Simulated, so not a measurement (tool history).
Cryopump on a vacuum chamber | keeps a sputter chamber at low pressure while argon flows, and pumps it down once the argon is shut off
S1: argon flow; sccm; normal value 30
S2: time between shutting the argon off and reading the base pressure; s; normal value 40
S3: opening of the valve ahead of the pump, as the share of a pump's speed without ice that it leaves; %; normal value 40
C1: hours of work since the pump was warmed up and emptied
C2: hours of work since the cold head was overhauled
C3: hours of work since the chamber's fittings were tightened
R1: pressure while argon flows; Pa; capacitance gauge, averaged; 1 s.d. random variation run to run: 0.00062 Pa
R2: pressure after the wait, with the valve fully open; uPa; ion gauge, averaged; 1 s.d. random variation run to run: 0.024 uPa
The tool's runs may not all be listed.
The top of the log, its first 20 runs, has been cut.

run,hour,S1,S2,S3,C1,C2,C3,R1,R2
21,999.7,49,40,24,167,2693,1645,0.2548,1.44
22,1040.0,47,183,21,197,2723,1675,0.2797,0.91
23,1098.7,21,72,34,242,2768,1720,0.0799,1.16
24,1167.3,21,72,34,294,2820,1772,0.0792,1.23
25,1204.4,20,32,39,322,2848,1800,0.0660,1.72
26,1244.5,20,32,39,352,2878,1830,0.0666,1.72
27,1290.0,20,32,39,387,2913,1865,0.0661,1.72
28,1361.8,20,32,39,441,2967,1919,0.0676,1.82
29,1402.8,12,241,15,472,2998,1950,0.1008,1.04
30,1454.3,48,258,15,511,3037,1989,0.4075,1.09
31,1486.1,34,72,26,535,3061,2013,0.1706,1.36
32,1552.7,30,38,17,586,3111,2063,0.2245,1.74
33,1582.6,23,243,17,608,3134,2086,0.1733,1.14

Predict the results of run 34:
34,1615.4,23,243,17,633,3159,2111,?,?

R1: 0.1733 Pa
R2: 1.17 uPa
Minus the tool's unlogged condition, the same run would have read R1 0.1648 Pa, R2 0.33 uPa.
